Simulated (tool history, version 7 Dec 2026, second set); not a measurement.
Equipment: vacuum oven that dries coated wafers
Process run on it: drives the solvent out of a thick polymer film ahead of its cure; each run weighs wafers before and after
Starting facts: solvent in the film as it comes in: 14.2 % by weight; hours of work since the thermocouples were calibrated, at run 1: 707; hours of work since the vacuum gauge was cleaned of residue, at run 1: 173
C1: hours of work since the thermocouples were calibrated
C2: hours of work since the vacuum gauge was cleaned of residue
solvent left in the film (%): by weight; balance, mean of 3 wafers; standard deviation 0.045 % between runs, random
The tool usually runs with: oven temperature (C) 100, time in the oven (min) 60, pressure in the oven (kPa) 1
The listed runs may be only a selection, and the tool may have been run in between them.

run 1 hour=0 | oven_temperature_(C)=100 time_in_the_oven_(min)=60 pressure_in_the_oven_(kPa)=1 | C1=707 C2=173 | solvent_left_in_the_film_(%)=2.14
run 2 hour=18.5 | oven_temperature_(C)=100 time_in_the_oven_(min)=60 pressure_in_the_oven_(kPa)=1 | C1=719 C2=185 | solvent_left_in_the_film_(%)=2.19
run 3 hour=32.1 | oven_temperature_(C)=100 time_in_the_oven_(min)=60 pressure_in_the_oven_(kPa)=0.71 | C1=728 C2=194 | solvent_left_in_the_film_(%)=1.76
run 4 hour=45.8 | oven_temperature_(C)=100 time_in_the_oven_(min)=60 pressure_in_the_oven_(kPa)=0.71 | C1=737 C2=203 | solvent_left_in_the_film_(%)=1.69
run 5 hour=60.4 | oven_temperature_(C)=100 time_in_the_oven_(min)=60 pressure_in_the_oven_(kPa)=0.71 | C1=746 C2=212 | solvent_left_in_the_film_(%)=1.68
run 6 hour=81.1 | oven_temperature_(C)=100 time_in_the_oven_(min)=60 pressure_in_the_oven_(kPa)=0.71 | C1=760 C2=226 | solvent_left_in_the_film_(%)=1.69
run 7 hour=90.3 | oven_temperature_(C)=100 time_in_the_oven_(min)=41 pressure_in_the_oven_(kPa)=1 | C1=766 C2=232 | solvent_left_in_the_film_(%)=2.94
run 8 hour=103.3 | oven_temperature_(C)=100 time_in_the_oven_(min)=41 pressure_in_the_oven_(kPa)=1 | C1=774 C2=240 | solvent_left_in_the_film_(%)=2.88
run 9 hour=116.9 | oven_temperature_(C)=100 time_in_the_oven_(min)=41 pressure_in_the_oven_(kPa)=1 | C1=783 C2=249 | solvent_left_in_the_film_(%)=2.93
run 10 hour=128 | oven_temperature_(C)=100 time_in_the_oven_(min)=41 pressure_in_the_oven_(kPa)=1 | C1=790 C2=256 | solvent_left_in_the_film_(%)=2.9
run 11 hour=144.8 | oven_temperature_(C)=100 time_in_the_oven_(min)=41 pressure_in_the_oven_(kPa)=1 | C1=801 C2=267 | solvent_left_in_the_film_(%)=2.92
run 12 hour=162.8 | oven_temperature_(C)=100 time_in_the_oven_(min)=41 pressure_in_the_oven_(kPa)=1 | C1=813 C2=279 | solvent_left_in_the_film_(%)=2.95
run 13 hour=181 | oven_temperature_(C)=100 time_in_the_oven_(min)=60 pressure_in_the_oven_(kPa)=1.21 | C1=825 C2=291 | solvent_left_in_the_film_(%)=2.47
run 14 hour=198 | oven_temperature_(C)=100 time_in_the_oven_(min)=60 pressure_in_the_oven_(kPa)=1.21 | C1=836 C2=302 | solvent_left_in_the_film_(%)=2.56
run 15 hour=213.5 | oven_temperature_(C)=100 time_in_the_oven_(min)=60 pressure_in_the_oven_(kPa)=1.21 | C1=846 C2=312 | solvent_left_in_the_film_(%)=2.54
run 16 hour=233.4 | oven_temperature_(C)=100 time_in_the_oven_(min)=60 pressure_in_the_oven_(kPa)=1.21 | C1=859 C2=325 | solvent_left_in_the_film_(%)=2.61
run 17 hour=244.1 | oven_temperature_(C)=100 time_in_the_oven_(min)=60 pressure_in_the_oven_(kPa)=1.21 | C1=866 C2=332 | solvent_left_in_the_film_(%)=2.55
run 18 hour=255.3 | oven_temperature_(C)=100 time_in_the_oven_(min)=60 pressure_in_the_oven_(kPa)=1.21 | C1=873 C2=339 | solvent_left_in_the_film_(%)=2.52
run 19 hour=271 | oven_temperature_(C)=100 time_in_the_oven_(min)=60 pressure_in_the_oven_(kPa)=1 | C1=883 C2=349 | solvent_left_in_the_film_(%)=2.26
run 20 hour=286 | oven_temperature_(C)=100 time_in_the_oven_(min)=60 pressure_in_the_oven_(kPa)=1.51 | C1=893 C2=359 | solvent_left_in_the_film_(%)=2.99
run 21 hour=302.8 | oven_temperature_(C)=100 time_in_the_oven_(min)=60 pressure_in_the_oven_(kPa)=1.51 | C1=904 C2=370 | solvent_left_in_the_film_(%)=3.05
run 22 hour=319.7 | oven_temperature_(C)=100 time_in_the_oven_(min)=60 pressure_in_the_oven_(kPa)=1 | C1=915 C2=381 | solvent_left_in_the_film_(%)=2.31
run 23 hour=334.5 | oven_temperature_(C)=90 time_in_the_oven_(min)=60 pressure_in_the_oven_(kPa)=1 | C1=924 C2=390 | solvent_left_in_the_film_(%)=4.27
run 24 hour=350.7 | oven_temperature_(C)=90 time_in_the_oven_(min)=60 pressure_in_the_oven_(kPa)=1 | C1=935 C2=401 | solvent_left_in_the_film_(%)=4.33
run 25 hour=368.2 | oven_temperature_(C)=90 time_in_the_oven_(min)=60 pressure_in_the_oven_(kPa)=1 | C1=946 C2=412 | solvent_left_in_the_film_(%)=4.27
-- hour=373.6 oven's thermocouples calibrated
run 26 hour=378.8 | oven_temperature_(C)=90 time_in_the_oven_(min)=60 pressure_in_the_oven_(kPa)=1 | C1=3 C2=418 | solvent_left_in_the_film_(%)=4.85
run 27 hour=393.6 | oven_temperature_(C)=100 time_in_the_oven_(min)=57 pressure_in_the_oven_(kPa)=3.16 | C1=13 C2=427 | solvent_left_in_the_film_(%)=6.16
run 28 hour=406.4 | oven_temperature_(C)=100 time_in_the_oven_(min)=57 pressure_in_the_oven_(kPa)=3.16 | C1=21 C2=436 | solvent_left_in_the_film_(%)=6.21
run 29 hour=427 | oven_temperature_(C)=100 time_in_the_oven_(min)=57 pressure_in_the_oven_(kPa)=3.16 | C1=35 C2=449 | solvent_left_in_the_film_(%)=6.37
run 30 hour=444.6 | oven_temperature_(C)=100 time_in_the_oven_(min)=57 pressure_in_the_oven_(kPa)=3.16 | C1=46 C2=460 | solvent_left_in_the_film_(%)=6.39
run 31 hour=457 | oven_temperature_(C)=111 time_in_the_oven_(min)=60 pressure_in_the_oven_(kPa)=1.29 | C1=54 C2=469 | solvent_left_in_the_film_(%)=1.74
run 32 hour=468.7 | oven_temperature_(C)=86 time_in_the_oven_(min)=32 pressure_in_the_oven_(kPa)=2.6 | C1=62 C2=476 | solvent_left_in_the_film_(%)=10.79
run 33 hour=486.2 | oven_temperature_(C)=100 time_in_the_oven_(min)=63 pressure_in_the_oven_(kPa)=2.62 | C1=73 C2=488 | solvent_left_in_the_film_(%)=5.29
run 34 hour=504.6 | oven_temperature_(C)=109 time_in_the_oven_(min)=63 pressure_in_the_oven_(kPa)=2.62 | C1=85 C2=499 | solvent_left_in_the_film_(%)=3.68
run 35 hour=514.4 | oven_temperature_(C)=109 time_in_the_oven_(min)=63 pressure_in_the_oven_(kPa)=2.62 | C1=91 C2=506 | solvent_left_in_the_film_(%)=3.62
run 36 hour=533.3 | oven_temperature_(C)=96 time_in_the_oven_(min)=60 pressure_in_the_oven_(kPa)=2.75 | C1=104 C2=518 | solvent_left_in_the_film_(%)=6.68
run 37 hour=553.9 | oven_temperature_(C)=96 time_in_the_oven_(min)=60 pressure_in_the_oven_(kPa)=2.75 | C1=117 C2=531 | solvent_left_in_the_film_(%)=6.64
run 38 hour=562.4 | oven_temperature_(C)=113 time_in_the_oven_(min)=60 pressure_in_the_oven_(kPa)=1.62 | C1=123 C2=537 | solvent_left_in_the_film_(%)=2.03
run 39 hour=571.2 | oven_temperature_(C)=97 time_in_the_oven_(min)=92 pressure_in_the_oven_(kPa)=1.15 | C1=128 C2=543 | solvent_left_in_the_film_(%)=2.71
run 40 hour=588.2 | oven_temperature_(C)=114 time_in_the_oven_(min)=50 pressure_in_the_oven_(kPa)=1.03 | C1=139 C2=554 | solvent_left_in_the_film_(%)=1.27
run 41 hour=604.3 | oven_temperature_(C)=101 time_in_the_oven_(min)=106 pressure_in_the_oven_(kPa)=2.58 | C1=150 C2=564 | solvent_left_in_the_film_(%)=4.71
run 42 hour=618.9 | oven_temperature_(C)=101 time_in_the_oven_(min)=106 pressure_in_the_oven_(kPa)=2.58 | C1=159 C2=574 | solvent_left_in_the_film_(%)=4.65
run 43 hour=632.6 | oven_temperature_(C)=110 time_in_the_oven_(min)=43 pressure_in_the_oven_(kPa)=0.88 | C1=168 C2=583 | solvent_left_in_the_film_(%)=1.5
run 44 hour=648.4 | oven_temperature_(C)=110 time_in_the_oven_(min)=43 pressure_in_the_oven_(kPa)=0.88 | C1=179 C2=593 | solvent_left_in_the_film_(%)=1.44
run 45 hour=657.3 | oven_temperature_(C)=100 time_in_the_oven_(min)=56 pressure_in_the_oven_(kPa)=1.93 | C1=184 C2=599 | solvent_left_in_the_film_(%)=4.15
run 46 hour=677.2 | oven_temperature_(C)=100 time_in_the_oven_(min)=56 pressure_in_the_oven_(kPa)=1.93 | C1=197 C2=612 | solvent_left_in_the_film_(%)=4.18
run 47 hour=690.9 | oven_temperature_(C)=100 time_in_the_oven_(min)=74 pressure_in_the_oven_(kPa)=1 | C1=206 C2=620 | solvent_left_in_the_film_(%)=2.23

What differs in the tool's unlogged condition from the final listed run ahead of each entry between runs to the first listed run following it?
In the gap between runs 25 and 26: oven's thermocouples calibrated (hour 373.6)
  true wafer temperature over the reading, C: 1.86 -> 0.17; true pressure over the reading, kPa: 0.071 -> 0.072
  measured value less the no-hidden-state value, solvent left in the film (%): -0.37 -> +0.11
